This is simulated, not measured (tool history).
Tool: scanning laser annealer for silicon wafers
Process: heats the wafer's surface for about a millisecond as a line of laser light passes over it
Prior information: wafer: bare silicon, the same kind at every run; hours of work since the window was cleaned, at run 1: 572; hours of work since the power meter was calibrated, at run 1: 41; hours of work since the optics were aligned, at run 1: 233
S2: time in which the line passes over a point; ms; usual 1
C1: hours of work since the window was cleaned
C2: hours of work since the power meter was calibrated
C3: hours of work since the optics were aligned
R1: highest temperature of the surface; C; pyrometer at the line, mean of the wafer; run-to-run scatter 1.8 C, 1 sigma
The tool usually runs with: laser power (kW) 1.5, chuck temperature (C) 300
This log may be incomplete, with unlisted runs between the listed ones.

run 1 day=0 | laser_power_(kW)=1.5 S2=1 chuck_temperature_(C)=300 | C1=572 C2=41 C3=233 | R1=996
run 2 day=0.683 | laser_power_(kW)=1.604 S2=1 chuck_temperature_(C)=300 | C1=583 C2=53 C3=245 | R1=1052
run 3 day=1.471 | laser_power_(kW)=1.604 S2=1 chuck_temperature_(C)=300 | C1=597 C2=66 C3=258 | R1=1053
run 4 day=2.183 | laser_power_(kW)=1.604 S2=1 chuck_temperature_(C)=300 | C1=609 C2=79 C3=271 | R1=1048
run 5 day=2.725 | laser_power_(kW)=1.604 S2=1 chuck_temperature_(C)=300 | C1=618 C2=88 C3=280 | R1=1052
-- day=2.896 window over the wafer cleaned
run 6 day=3.817 | laser_power_(kW)=1.604 S2=1 chuck_temperature_(C)=300 | C1=16 C2=105 C3=297 | R1=1040
run 7 day=4.692 | laser_power_(kW)=1.604 S2=1 chuck_temperature_(C)=300 | C1=31 C2=120 C3=312 | R1=1037
run 8 day=5.892 | laser_power_(kW)=1.573 S2=1 chuck_temperature_(C)=300 | C1=51 C2=141 C3=333 | R1=1019
run 9 day=7.029 | laser_power_(kW)=1.5 S2=0.86 chuck_temperature_(C)=300 | C1=71 C2=160 C3=352 | R1=937
run 10 day=7.875 | laser_power_(kW)=1.423 S2=1.18 chuck_temperature_(C)=266 | C1=85 C2=175 C3=367 | R1=955
run 11 day=8.638 | laser_power_(kW)=1.366 S2=1 chuck_temperature_(C)=300 | C1=98 C2=188 C3=380 | R1=912
-- day=8.838 window over the wafer cleaned, once more
run 12 day=9.262 | laser_power_(kW)=1.544 S2=0.73 chuck_temperature_(C)=300 | C1=7 C2=197 C3=389 | R1=940
run 13 day=9.921 | laser_power_(kW)=1.544 S2=0.73 chuck_temperature_(C)=300 | C1=19 C2=209 C3=401 | R1=937
run 14 day=10.588 | laser_power_(kW)=1.544 S2=0.73 chuck_temperature_(C)=300 | C1=30 C2=220 C3=412 | R1=940

Predict each of these 3 candidate next runs independently; none follows another, all start after run 14:
run A day=11.296 | laser_power_(kW)=1.53 S2=0.86 chuck_temperature_(C)=304 | C1=42 C2=232 C3=424 | R1=?
run B day=11.296 | laser_power_(kW)=1.472 S2=1 chuck_temperature_(C)=307 | C1=42 C2=232 C3=424 | R1=?
run C day=11.296 | laser_power_(kW)=1.324 S2=1 chuck_temperature_(C)=300 | C1=42 C2=232 C3=424 | R1=?

run=A R1=978
run=B R1=997
run=C R1=910
The same runs, with their run-to-run variation unchanged, on a tool lacking any hidden condition would have given:
run=A R1=990
run=B R1=1010
run=C R1=922
